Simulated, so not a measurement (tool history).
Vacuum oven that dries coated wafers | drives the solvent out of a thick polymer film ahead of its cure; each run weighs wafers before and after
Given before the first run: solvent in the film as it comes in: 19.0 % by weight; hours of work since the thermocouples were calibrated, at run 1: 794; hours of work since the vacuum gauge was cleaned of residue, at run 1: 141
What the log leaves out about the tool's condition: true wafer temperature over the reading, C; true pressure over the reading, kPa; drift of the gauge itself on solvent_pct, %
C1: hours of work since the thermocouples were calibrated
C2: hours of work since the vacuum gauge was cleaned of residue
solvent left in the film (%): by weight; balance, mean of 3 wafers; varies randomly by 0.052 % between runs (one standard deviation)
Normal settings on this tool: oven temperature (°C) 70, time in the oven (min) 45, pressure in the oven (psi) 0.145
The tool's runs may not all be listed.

run 1 hour=0 | oven_temperature_(°C)=70 time_in_the_oven_(min)=45 pressure_in_the_oven_(psi)=0.145 | C1=794 C2=141 | solvent_left_in_the_film_(%)=1.78
run 2 hour=54.9 | oven_temperature_(°C)=70 time_in_the_oven_(min)=45 pressure_in_the_oven_(psi)=0.145 | C1=817 C2=163 | solvent_left_in_the_film_(%)=1.85
run 3 hour=106.2 | oven_temperature_(°C)=70 time_in_the_oven_(min)=45 pressure_in_the_oven_(psi)=0.145 | C1=838 C2=185 | solvent_left_in_the_film_(%)=1.87
run 4 hour=164 | oven_temperature_(°C)=70 time_in_the_oven_(min)=45 pressure_in_the_oven_(psi)=0.145 | C1=862 C2=209 | solvent_left_in_the_film_(%)=1.9
run 5 hour=216.3 | oven_temperature_(°C)=70 time_in_the_oven_(min)=45 pressure_in_the_oven_(psi)=0.145 | C1=883 C2=230 | solvent_left_in_the_film_(%)=1.89
run 6 hour=268.8 | oven_temperature_(°C)=73 time_in_the_oven_(min)=45 pressure_in_the_oven_(psi)=0.145 | C1=905 C2=252 | solvent_left_in_the_film_(%)=1.2
run 7 hour=330.8 | oven_temperature_(°C)=73 time_in_the_oven_(min)=45 pressure_in_the_oven_(psi)=0.145 | C1=931 C2=278 | solvent_left_in_the_film_(%)=1.14
run 8 hour=361.5 | oven_temperature_(°C)=73 time_in_the_oven_(min)=45 pressure_in_the_oven_(psi)=0.145 | C1=943 C2=290 | solvent_left_in_the_film_(%)=1.25
run 9 hour=410.9 | oven_temperature_(°C)=70 time_in_the_oven_(min)=45 pressure_in_the_oven_(psi)=0.145 | C1=964 C2=311 | solvent_left_in_the_film_(%)=1.91
run 10 hour=466.2 | oven_temperature_(°C)=70 time_in_the_oven_(min)=45 pressure_in_the_oven_(psi)=0.145 | C1=987 C2=334 | solvent_left_in_the_film_(%)=1.83
run 11 hour=502.5 | oven_temperature_(°C)=70 time_in_the_oven_(min)=45 pressure_in_the_oven_(psi)=0.145 | C1=1002 C2=349 | solvent_left_in_the_film_(%)=1.93
run 12 hour=539.4 | oven_temperature_(°C)=71 time_in_the_oven_(min)=45 pressure_in_the_oven_(psi)=0.145 | C1=1017 C2=364 | solvent_left_in_the_film_(%)=1.73
run 13 hour=596.1 | oven_temperature_(°C)=70 time_in_the_oven_(min)=45 pressure_in_the_oven_(psi)=0.145 | C1=1040 C2=387 | solvent_left_in_the_film_(%)=1.94
run 14 hour=625.7 | oven_temperature_(°C)=70 time_in_the_oven_(min)=45 pressure_in_the_oven_(psi)=0.226 | C1=1053 C2=400 | solvent_left_in_the_film_(%)=2.24
-- hour=632.7 oven's thermocouples calibrated
run 15 hour=665.7 | oven_temperature_(°C)=70 time_in_the_oven_(min)=35 pressure_in_the_oven_(psi)=0.145 | C1=14 C2=415 | solvent_left_in_the_film_(%)=3.17
run 16 hour=725 | oven_temperature_(°C)=70 time_in_the_oven_(min)=35 pressure_in_the_oven_(psi)=0.145 | C1=38 C2=440 | solvent_left_in_the_film_(%)=3.13
run 17 hour=776.1 | oven_temperature_(°C)=70 time_in_the_oven_(min)=35 pressure_in_the_oven_(psi)=0.145 | C1=59 C2=461 | solvent_left_in_the_film_(%)=3.13
-- hour=801.5 oven's thermocouples calibrated, once more
run 18 hour=835.1 | oven_temperature_(°C)=70 time_in_the_oven_(min)=35 pressure_in_the_oven_(psi)=0.145 | C1=14 C2=485 | solvent_left_in_the_film_(%)=2.25
run 19 hour=877.1 | oven_temperature_(°C)=70 time_in_the_oven_(min)=45 pressure_in_the_oven_(psi)=0.218 | C1=31 C2=502 | solvent_left_in_the_film_(%)=1.58
run 20 hour=910.5 | oven_temperature_(°C)=70 time_in_the_oven_(min)=23 pressure_in_the_oven_(psi)=0.218 | C1=45 C2=516 | solvent_left_in_the_film_(%)=4.23
run 21 hour=972.1 | oven_temperature_(°C)=70 time_in_the_oven_(min)=64 pressure_in_the_oven_(psi)=0.145 | C1=71 C2=541 | solvent_left_in_the_film_(%)=0.74
run 22 hour=1031.2 | oven_temperature_(°C)=70 time_in_the_oven_(min)=45 pressure_in_the_oven_(psi)=0.238 | C1=95 C2=566 | solvent_left_in_the_film_(%)=1.71
run 23 hour=1064.8 | oven_temperature_(°C)=70 time_in_the_oven_(min)=45 pressure_in_the_oven_(psi)=0.238 | C1=109 C2=580 | solvent_left_in_the_film_(%)=1.68
run 24 hour=1109.1 | oven_temperature_(°C)=70 time_in_the_oven_(min)=45 pressure_in_the_oven_(psi)=0.238 | C1=127 C2=598 | solvent_left_in_the_film_(%)=1.72
run 25 hour=1144.9 | oven_temperature_(°C)=76 time_in_the_oven_(min)=71 pressure_in_the_oven_(psi)=0.56 | C1=142 C2=613 | solvent_left_in_the_film_(%)=1.34
run 26 hour=1184.4 | oven_temperature_(°C)=76 time_in_the_oven_(min)=27 pressure_in_the_oven_(psi)=0.084 | C1=158 C2=629 | solvent_left_in_the_film_(%)=1.31
run 27 hour=1226.2 | oven_temperature_(°C)=76 time_in_the_oven_(min)=27 pressure_in_the_oven_(psi)=0.084 | C1=176 C2=646 | solvent_left_in_the_film_(%)=1.34
run 28 hour=1256 | oven_temperature_(°C)=76 time_in_the_oven_(min)=72 pressure_in_the_oven_(psi)=0.416 | C1=188 C2=659 | solvent_left_in_the_film_(%)=1.11
run 29 hour=1305.7 | oven_temperature_(°C)=81 time_in_the_oven_(min)=35 pressure_in_the_oven_(psi)=0.296 | C1=209 C2=679 | solvent_left_in_the_film_(%)=0.74
run 30 hour=1335.4 | oven_temperature_(°C)=70 time_in_the_oven_(min)=45 pressure_in_the_oven_(psi)=0.307 | C1=221 C2=692 | solvent_left_in_the_film_(%)=1.95
run 31 hour=1362.7 | oven_temperature_(°C)=74 time_in_the_oven_(min)=32 pressure_in_the_oven_(psi)=0.367 | C1=232 C2=703 | solvent_left_in_the_film_(%)=2.06
run 32 hour=1416.6 | oven_temperature_(°C)=60 time_in_the_oven_(min)=35 pressure_in_the_oven_(psi)=0.145 | C1=255 C2=725 | solvent_left_in_the_film_(%)=6.6
run 33 hour=1471 | oven_temperature_(°C)=61 time_in_the_oven_(min)=45 pressure_in_the_oven_(psi)=0.196 | C1=277 C2=748 | solvent_left_in_the_film_(%)=5.12
run 34 hour=1497.9 | oven_temperature_(°C)=72 time_in_the_oven_(min)=25 pressure_in_the_oven_(psi)=0.119 | C1=288 C2=759 | solvent_left_in_the_film_(%)=3
run 35 hour=1534.8 | oven_temperature_(°C)=70 time_in_the_oven_(min)=38 pressure_in_the_oven_(psi)=0.171 | C1=303 C2=774 | solvent_left_in_the_film_(%)=2.07
run 36 hour=1567.9 | oven_temperature_(°C)=70 time_in_the_oven_(min)=38 pressure_in_the_oven_(psi)=0.171 | C1=317 C2=788 | solvent_left_in_the_film_(%)=2.1
run 37 hour=1614.5 | oven_temperature_(°C)=70 time_in_the_oven_(min)=38 pressure_in_the_oven_(psi)=0.171 | C1=336 C2=807 | solvent_left_in_the_film_(%)=2.13
run 38 hour=1662.3 | oven_temperature_(°C)=70 time_in_the_oven_(min)=38 pressure_in_the_oven_(psi)=0.171 | C1=356 C2=827 | solvent_left_in_the_film_(%)=2.12
run 39 hour=1697.9 | oven_temperature_(°C)=70 time_in_the_oven_(min)=73 pressure_in_the_oven_(psi)=0.171 | C1=371 C2=842 | solvent_left_in_the_film_(%)=0.76
run 40 hour=1739.6 | oven_temperature_(°C)=70 time_in_the_oven_(min)=73 pressure_in_the_oven_(psi)=0.252 | C1=388 C2=859 | solvent_left_in_the_film_(%)=1.05
run 41 hour=1773 | oven_temperature_(°C)=65 time_in_the_oven_(min)=41 pressure_in_the_oven_(psi)=0.252 | C1=402 C2=873 | solvent_left_in_the_film_(%)=4.02
run 42 hour=1817.5 | oven_temperature_(°C)=78 time_in_the_oven_(min)=33 pressure_in_the_oven_(psi)=0.252 | C1=420 C2=891 | solvent_left_in_the_film_(%)=1
run 43 hour=1859.9 | oven_temperature_(°C)=78 time_in_the_oven_(min)=33 pressure_in_the_oven_(psi)=0.252 | C1=438 C2=909 | solvent_left_in_the_film_(%)=0.99
run 44 hour=1915 | oven_temperature_(°C)=78 time_in_the_oven_(min)=33 pressure_in_the_oven_(psi)=0.252 | C1=461 C2=931 | solvent_left_in_the_film_(%)=1.06
run 45 hour=1963.5 | oven_temperature_(°C)=70 time_in_the_oven_(min)=25 pressure_in_the_oven_(psi)=0.125 | C1=481 C2=951 | solvent_left_in_the_film_(%)=4.12
run 46 hour=2000.9 | oven_temperature_(°C)=84 time_in_the_oven_(min)=45 pressure_in_the_oven_(psi)=0.218 | C1=496 C2=967 | solvent_left_in_the_film_(%)=0.48
run 47 hour=2043.1 | oven_temperature_(°C)=59 time_in_the_oven_(min)=73 pressure_in_the_oven_(psi)=0.099 | C1=514 C2=984 | solvent_left_in_the_film_(%)=3.47

Per-run results on a tool with no hidden state, each run keeping its own random variation:
run=1 solvent_left_in_the_film_(%)=1.36
run=2 solvent_left_in_the_film_(%)=1.41
run=3 solvent_left_in_the_film_(%)=1.41
run=4 solvent_left_in_the_film_(%)=1.43
run=5 solvent_left_in_the_film_(%)=1.41
run=6 solvent_left_in_the_film_(%)=0.87
run=7 solvent_left_in_the_film_(%)=0.81
run=8 solvent_left_in_the_film_(%)=0.91
run=9 solvent_left_in_the_film_(%)=1.37
run=10 solvent_left_in_the_film_(%)=1.29
run=11 solvent_left_in_the_film_(%)=1.37
run=12 solvent_left_in_the_film_(%)=1.21
run=13 solvent_left_in_the_film_(%)=1.36
run=14 solvent_left_in_the_film_(%)=1.63
run=15 solvent_left_in_the_film_(%)=2.19
run=16 solvent_left_in_the_film_(%)=2.12
run=17 solvent_left_in_the_film_(%)=2.11
run=18 solvent_left_in_the_film_(%)=2.22
run=19 solvent_left_in_the_film_(%)=1.53
run=20 solvent_left_in_the_film_(%)=4.18
run=21 solvent_left_in_the_film_(%)=0.69
run=22 solvent_left_in_the_film_(%)=1.63
run=23 solvent_left_in_the_film_(%)=1.6
run=24 solvent_left_in_the_film_(%)=1.63
run=25 solvent_left_in_the_film_(%)=1.29
run=26 solvent_left_in_the_film_(%)=1.21
run=27 solvent_left_in_the_film_(%)=1.23
run=28 solvent_left_in_the_film_(%)=1.05
run=29 solvent_left_in_the_film_(%)=0.69
run=30 solvent_left_in_the_film_(%)=1.8
run=31 solvent_left_in_the_film_(%)=1.91
run=32 solvent_left_in_the_film_(%)=6.31
run=33 solvent_left_in_the_film_(%)=4.8
run=34 solvent_left_in_the_film_(%)=2.75
run=35 solvent_left_in_the_film_(%)=1.84
run=36 solvent_left_in_the_film_(%)=1.87
run=37 solvent_left_in_the_film_(%)=1.89
run=38 solvent_left_in_the_film_(%)=1.86
run=39 solvent_left_in_the_film_(%)=0.62
run=40 solvent_left_in_the_film_(%)=0.91
run=41 solvent_left_in_the_film_(%)=3.62
run=42 solvent_left_in_the_film_(%)=0.84
run=43 solvent_left_in_the_film_(%)=0.83
run=44 solvent_left_in_the_film_(%)=0.89
run=45 solvent_left_in_the_film_(%)=3.66
run=46 solvent_left_in_the_film_(%)=0.41
run=47 solvent_left_in_the_film_(%)=2.94
